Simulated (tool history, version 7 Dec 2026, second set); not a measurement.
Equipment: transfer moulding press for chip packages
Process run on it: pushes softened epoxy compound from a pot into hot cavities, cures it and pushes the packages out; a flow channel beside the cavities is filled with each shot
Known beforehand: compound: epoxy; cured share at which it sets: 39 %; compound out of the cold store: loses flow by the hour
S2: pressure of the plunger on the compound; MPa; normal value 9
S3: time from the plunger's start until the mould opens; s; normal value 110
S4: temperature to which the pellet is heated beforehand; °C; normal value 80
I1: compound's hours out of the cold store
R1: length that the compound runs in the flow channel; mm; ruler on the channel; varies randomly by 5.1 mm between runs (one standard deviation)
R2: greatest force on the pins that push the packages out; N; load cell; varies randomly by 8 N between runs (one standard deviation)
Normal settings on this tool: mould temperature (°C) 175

Run 1, day 0: usual settings; I1 19.5. Result: R1 659 mm, R2 375 N.
Run 2, day 0.833: usual settings; I1 43.2. Result: R1 584 mm, R2 442 N.
Run 3, day 1.271: usual settings; I1 35.3. Result: R1 615 mm, R2 498 N.
Run 4, day 1.746: usual settings but S2 8.59 MPa; I1 14.8. Result: R1 650 mm, R2 553 N.
At day 2.271: cavities cleaned with cleaning compound and waxed.
Run 5, day 2.417: usual settings but S3 119 s; I1 34.2. Result: R1 610 mm, R2 340 N.
Run 6, day 3.133: usual settings but S3 119 s; I1 21.3. Result: R1 642 mm, R2 449 N.
Run 7, day 4.208: usual settings but S3 119 s; I1 21.2. Result: R1 646 mm, R2 495 N.
At day 4.862: cavities cleaned with cleaning compound and waxed.
At day 5.208: plunger's sealing rings changed.
Run 8, day 5.229: usual settings but S3 119 s; I1 37.9. Result: R1 637 mm, R2 344 N.
Run 9, day 6.058: usual settings but S3 119 s; I1 40.3. Result: R1 619 mm, R2 440 N.
Run 10, day 6.562: usual settings but S3 119 s; I1 17.9. Result: R1 687 mm, R2 459 N.
Run 11, day 7.329: usual settings but S3 119 s; I1 31.5. Result: R1 646 mm, R2 529 N.
At day 7.525: cavities cleaned with cleaning compound and waxed.
Run 12, day 8.354: usual settings; I1 29.7. Result: R1 647 mm, R2 444 N.
Run 13, day 9.092: usual settings but mould temperature (°C) 177, S2 8.91 MPa; I1 34.8. Result: R1 619 mm, R2 479 N.
At day 10.062: cavities cleaned with cleaning compound and waxed.
Run 14, day 10.225: usual settings but mould temperature (°C) 177, S2 10.88 MPa, S3 127 s; I1 29.7. Result: R1 696 mm, R2 333 N.
Run 15, day 11.258: usual settings but mould temperature (°C) 177, S2 10.88 MPa, S3 127 s; I1 27.1. Result: R1 709 mm, R2 426 N.
Run 16, day 12.075: usual settings but mould temperature (°C) 180, S2 7.1 MPa, S3 127 s; I1 22.7. Result: R1 571 mm, R2 436 N.

Alternative continuations, all from the tool just after run 16; predict every row:
At day 12.592: cavities cleaned with cleaning compound and waxed.
Run A, day 12.875: usual settings but mould temperature (°C) 180, S2 9.22 MPa, S4 81 °C; I1 33.8. Result: R1 ?, R2 ?.
At day 12.592: cavities cleaned with cleaning compound and waxed.
Run B, day 12.875: usual settings but S2 7.53 MPa, S3 114 s; I1 43.1. Result: R1 ?, R2 ?.
At day 12.592: cavities cleaned with cleaning compound and waxed.
Run C, day 12.875: usual settings but mould temperature (°C) 176, S4 75 °C; I1 9.4. Result: R1 ?, R2 ?.

run   R1   R2
  A  618  317
  B  548  357
  C  694  378
Without the tool's unlogged condition, the same runs would have read:
run   R1   R2
  A  638  287
  B  567  327
  C  717  350
